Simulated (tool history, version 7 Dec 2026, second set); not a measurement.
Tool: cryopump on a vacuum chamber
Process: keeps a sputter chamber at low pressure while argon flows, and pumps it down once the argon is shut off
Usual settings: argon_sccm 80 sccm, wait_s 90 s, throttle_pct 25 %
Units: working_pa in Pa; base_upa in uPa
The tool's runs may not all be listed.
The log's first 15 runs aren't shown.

{"run": 16, "hour": 394.0, "argon_sccm": 80, "wait_s": 45, "throttle_pct": 25, "working_pa": 0.3244, "base_upa": 2.55}
{"run": 17, "hour": 411.5, "argon_sccm": 80, "wait_s": 90, "throttle_pct": 32, "working_pa": 0.2646, "base_upa": 1.78}
{"run": 18, "hour": 428.7, "argon_sccm": 45, "wait_s": 21, "throttle_pct": 48, "working_pa": 0.1054, "base_upa": 4.36}
{"hour": 436.7, "done": "pump warmed up, emptied and cooled again"}
{"run": 19, "hour": 468.3, "argon_sccm": 45, "wait_s": 21, "throttle_pct": 20, "working_pa": 0.2012, "base_upa": 4.25}
{"run": 20, "hour": 503.3, "argon_sccm": 80, "wait_s": 90, "throttle_pct": 36, "working_pa": 0.2016, "base_upa": 1.45}
{"run": 21, "hour": 526.0, "argon_sccm": 80, "wait_s": 90, "throttle_pct": 36, "working_pa": 0.2016, "base_upa": 1.5}
{"run": 22, "hour": 541.8, "argon_sccm": 80, "wait_s": 90, "throttle_pct": 36, "working_pa": 0.2013, "base_upa": 1.45}
{"run": 23, "hour": 558.9, "argon_sccm": 60, "wait_s": 58, "throttle_pct": 15, "working_pa": 0.3587, "base_upa": 1.92}
{"run": 24, "hour": 591.1, "argon_sccm": 60, "wait_s": 51, "throttle_pct": 15, "working_pa": 0.3588, "base_upa": 2.13}
{"run": 25, "hour": 605.8, "argon_sccm": 60, "wait_s": 51, "throttle_pct": 15, "working_pa": 0.3598, "base_upa": 2.14}
{"run": 26, "hour": 639.1, "argon_sccm": 78, "wait_s": 156, "throttle_pct": 25, "working_pa": 0.2819, "base_upa": 1.17}
{"run": 27, "hour": 654.5, "argon_sccm": 137, "wait_s": 80, "throttle_pct": 51, "working_pa": 0.2507, "base_upa": 1.59}
{"run": 28, "hour": 684.4, "argon_sccm": 117, "wait_s": 112, "throttle_pct": 56, "working_pa": 0.1964, "base_upa": 1.4}
{"run": 29, "hour": 716.9, "argon_sccm": 152, "wait_s": 37, "throttle_pct": 27, "working_pa": 0.519, "base_upa": 2.81}
{"run": 30, "hour": 744.8, "argon_sccm": 152, "wait_s": 37, "throttle_pct": 27, "working_pa": 0.5188, "base_upa": 2.84}
{"run": 31, "hour": 772.6, "argon_sccm": 152, "wait_s": 37, "throttle_pct": 27, "working_pa": 0.5191, "base_upa": 2.81}
{"run": 32, "hour": 789.1, "argon_sccm": 152, "wait_s": 123, "throttle_pct": 29, "working_pa": 0.4875, "base_upa": 1.4}
{"run": 33, "hour": 805.0, "argon_sccm": 81, "wait_s": 40, "throttle_pct": 25, "working_pa": 0.2982, "base_upa": 2.64}

4 ways to go on from here, each from the tool as it stands after run 33. What would each give?
{"run": "A", "hour": 831.1, "argon_sccm": 113, "wait_s": 234, "throttle_pct": 20, "working_pa": "?", "base_upa": "?"}
{"run": "B", "hour": 831.1, "argon_sccm": 60, "wait_s": 42, "throttle_pct": 34, "working_pa": "?", "base_upa": "?"}
{"run": "C", "hour": 831.1, "argon_sccm": 63, "wait_s": 236, "throttle_pct": 24, "working_pa": "?", "base_upa": "?"}
{"run": "D", "hour": 831.1, "argon_sccm": 34, "wait_s": 90, "throttle_pct": 52, "working_pa": "?", "base_upa": "?"}

run=A working_pa=0.5172 base_upa=1.08
run=B working_pa=0.1654 base_upa=2.61
run=C working_pa=0.2431 base_upa=1.13
run=D working_pa=0.0631 base_upa=1.58
Without the tool's hidden state the same runs would have given:
run=A working_pa=0.5019 base_upa=0.47
run=B working_pa=0.1572 base_upa=2.00
run=C working_pa=0.2346 base_upa=0.51
run=D working_pa=0.0585 base_upa=0.98
